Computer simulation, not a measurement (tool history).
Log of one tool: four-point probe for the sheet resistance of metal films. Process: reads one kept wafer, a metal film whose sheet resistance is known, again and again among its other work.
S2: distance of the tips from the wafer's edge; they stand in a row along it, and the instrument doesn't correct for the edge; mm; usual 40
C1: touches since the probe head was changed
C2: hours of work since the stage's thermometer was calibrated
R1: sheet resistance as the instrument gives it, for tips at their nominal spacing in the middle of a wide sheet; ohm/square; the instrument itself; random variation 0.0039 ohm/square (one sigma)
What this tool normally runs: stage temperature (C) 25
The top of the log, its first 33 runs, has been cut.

run 34 hour=1277.4 | stage_temperature_(C)=25 S2=9 | C1=50392 C2=257 | R1=19.518510
run 35 hour=1332.9 | stage_temperature_(C)=25 S2=3 | C1=51467 C2=279 | R1=19.936124
run 36 hour=1363.7 | stage_temperature_(C)=25 S2=40 | C1=52066 C2=292 | R1=19.477771
run 37 hour=1405.4 | stage_temperature_(C)=21 S2=41 | C1=52875 C2=309 | R1=19.394580
run 38 hour=1432.5 | stage_temperature_(C)=21 S2=41 | C1=53402 C2=320 | R1=19.394132
run 39 hour=1476.4 | stage_temperature_(C)=24 S2=40 | C1=54254 C2=337 | R1=19.465373
run 40 hour=1513.7 | stage_temperature_(C)=19 S2=10 | C1=54978 C2=353 | R1=19.397969
run 41 hour=1555.8 | stage_temperature_(C)=20 S2=12 | C1=55795 C2=370 | R1=19.406827
run 42 hour=1598.8 | stage_temperature_(C)=33 S2=3 | C1=56629 C2=387 | R1=20.111029
run 43 hour=1624.6 | stage_temperature_(C)=25 S2=5 | C1=57131 C2=398 | R1=19.656641

Run 44 comes next. What will it give?
run 44 hour=1650.6 | stage_temperature_(C)=25 S2=5 | C1=57637 C2=408 | R1=?

R1: 19.661010 ohm/square
Minus the tool's unlogged condition, the same run would have read R1 19.476053 ohm/square.
